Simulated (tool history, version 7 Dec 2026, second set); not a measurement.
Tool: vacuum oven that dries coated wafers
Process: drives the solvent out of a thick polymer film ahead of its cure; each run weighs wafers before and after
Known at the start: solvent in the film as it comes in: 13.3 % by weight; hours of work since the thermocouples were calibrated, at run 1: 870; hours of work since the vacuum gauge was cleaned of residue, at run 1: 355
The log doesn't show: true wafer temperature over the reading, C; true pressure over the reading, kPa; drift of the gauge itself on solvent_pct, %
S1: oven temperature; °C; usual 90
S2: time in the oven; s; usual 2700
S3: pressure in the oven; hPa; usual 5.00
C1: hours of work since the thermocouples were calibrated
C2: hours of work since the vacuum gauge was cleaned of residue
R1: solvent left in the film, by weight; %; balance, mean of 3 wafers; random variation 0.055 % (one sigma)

| run | hour | S1 | S2 | S3 | C1 | C2 | R1 |
|---|---|---|---|---|---|---|---|
| 1 | 0.0 | 90 | 2700 | 5.00 | 870 | 355 | 2.55 |
| 2 | 16.1 | 90 | 2700 | 5.00 | 881 | 365 | 2.53 |
| 3 | 44.6 | 90 | 2700 | 5.00 | 899 | 384 | 2.59 |
| 4 | 65.8 | 90 | 2700 | 5.00 | 913 | 397 | 2.51 |
| 5 | 80.1 | 90 | 2700 | 5.00 | 922 | 407 | 2.59 |
| 6 | 105.4 | 90 | 2700 | 5.00 | 938 | 423 | 2.58 |
| 7 | 132.2 | 90 | 3960 | 5.00 | 956 | 440 | 1.49 |
| 8 | 146.4 | 90 | 1620 | 5.00 | 965 | 449 | 4.43 |
| 9 | 160.5 | 90 | 2700 | 9.49 | 974 | 459 | 2.96 |
| 10 | 177.9 | 90 | 2700 | 14.30 | 985 | 470 | 3.38 |
| 11 | 196.9 | 88 | 2700 | 14.30 | 997 | 482 | 3.76 |
| 12 | 208.9 | 86 | 1740 | 4.38 | 1005 | 490 | 4.97 |
| 13 | 228.0 | 86 | 3840 | 18.67 | 1018 | 502 | 3.64 |
| 14 | 243.4 | 89 | 2220 | 16.04 | 1027 | 512 | 4.27 |
| 15 | 266.0 | 83 | 2220 | 7.29 | 1042 | 527 | 4.96 |
| 16 | 283.7 | 83 | 2220 | 7.29 | 1054 | 538 | 4.95 |
| 17 | 304.4 | 83 | 2220 | 7.29 | 1067 | 552 | 5.05 |
| 18 | 324.4 | 83 | 2100 | 8.37 | 1080 | 565 | 5.16 |
| 19 | 340.7 | 83 | 2100 | 8.37 | 1090 | 575 | 5.26 |
| 20 | 360.5 | 83 | 2100 | 8.37 | 1103 | 588 | 5.25 |
| 21 | 386.0 | 83 | 2100 | 8.37 | 1120 | 604 | 5.25 |
| 22 | 406.0 | 83 | 2100 | 8.37 | 1133 | 617 | 5.31 |

Forecast each of these 4 alternatives for the next run:
| A | 429.7 | 99 | 2700 | 3.60 | 1148 | 633 | ? |
| B | 429.7 | 82 | 2700 | 16.15 | 1148 | 633 | ? |
| C | 429.7 | 94 | 2700 | 5.50 | 1148 | 633 | ? |
| D | 429.7 | 82 | 2100 | 8.37 | 1148 | 633 | ? |

| run | R1 |
|---|---|
| A | 1.30 |
| B | 5.44 |
| C | 2.09 |
| D | 5.45 |
Without the tool's hidden state the same runs would have given:
| run | R1 |
|---|---|
| A | 0.93 |
| B | 4.74 |
| C | 1.61 |
| D | 4.81 |
